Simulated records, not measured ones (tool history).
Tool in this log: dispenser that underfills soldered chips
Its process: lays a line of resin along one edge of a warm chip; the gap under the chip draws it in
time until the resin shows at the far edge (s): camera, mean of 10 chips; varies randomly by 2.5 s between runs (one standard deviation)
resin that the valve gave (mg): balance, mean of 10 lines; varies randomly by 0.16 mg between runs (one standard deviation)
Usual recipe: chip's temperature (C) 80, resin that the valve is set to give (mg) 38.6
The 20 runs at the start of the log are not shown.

run,day,chip's temperature (C),resin that the valve is set to give (mg),hours of work since the syringe was changed,hours of work since the valve was cleaned,hours of work since the stage was calibrated,time until the resin shows at the far edge (s),resin that the valve gave (mg)
# day 7.771: new syringe of resin
21,8.046,91,36.9,5,28,316,235.3,36.24
22,8.342,91,35.2,11,34,322,316.6,34.43
# day 8.425: new syringe of resin
23,8.688,91,35.2,5,40,328,233.2,34.03
24,8.938,91,35.2,10,45,333,301.2,34.02
# day 9.050: new syringe of resin
25,9.262,91,35.2,4,51,339,229.1,34.05
26,9.612,86,38.6,11,57,345,371.5,36.97
# day 9.696: new syringe of resin
27,9.883,80,49.7,4,62,350,312.6,47.61
28,10.304,94,48.8,12,70,358,273.5,46.58
# day 10.350: new syringe of resin
29,10.571,94,48.8,4,75,363,195.1,46.19
30,10.825,77,36.8,9,80,368,489.0,34.72
# day 10.983: new syringe of resin
# day 11.025: dispensing valve cleaned and set on the balance
31,11.188,77,36.8,3,3,374,352.1,36.39
# day 11.667: new syringe of resin
32,11.696,77,36.8,1,13,383,324.2,36.56
33,12.062,88,47.5,8,20,390,292.4,46.80
# day 12.321: new syringe of resin
34,12.575,88,47.5,5,29,400,254.9,46.56
# day 12.967: new syringe of resin
35,13.083,88,47.5,2,39,409,221.2,46.22
36,13.346,71,42.4,7,44,414,569.7,40.72

Predict each of these 3 candidate next runs independently; none follows another, all start after run 36:
# day 13.621: new syringe of resin
A,13.912,89,47.6,6,54,425,?,?
# day 13.621: new syringe of resin
B,13.912,80,47.1,6,54,425,?,?
# day 13.621: new syringe of resin
C,13.912,67,38.6,6,54,425,?,?

run,time until the resin shows at the far edge (s),resin that the valve gave (mg)
A,259.5,45.52
B,362.6,45.20
C,628.7,36.85
What these runs would have given with no unlogged condition in the tool:
run,time until the resin shows at the far edge (s),resin that the valve gave (mg)
A,172.9,47.44
B,240.0,47.10
C,410.0,38.41
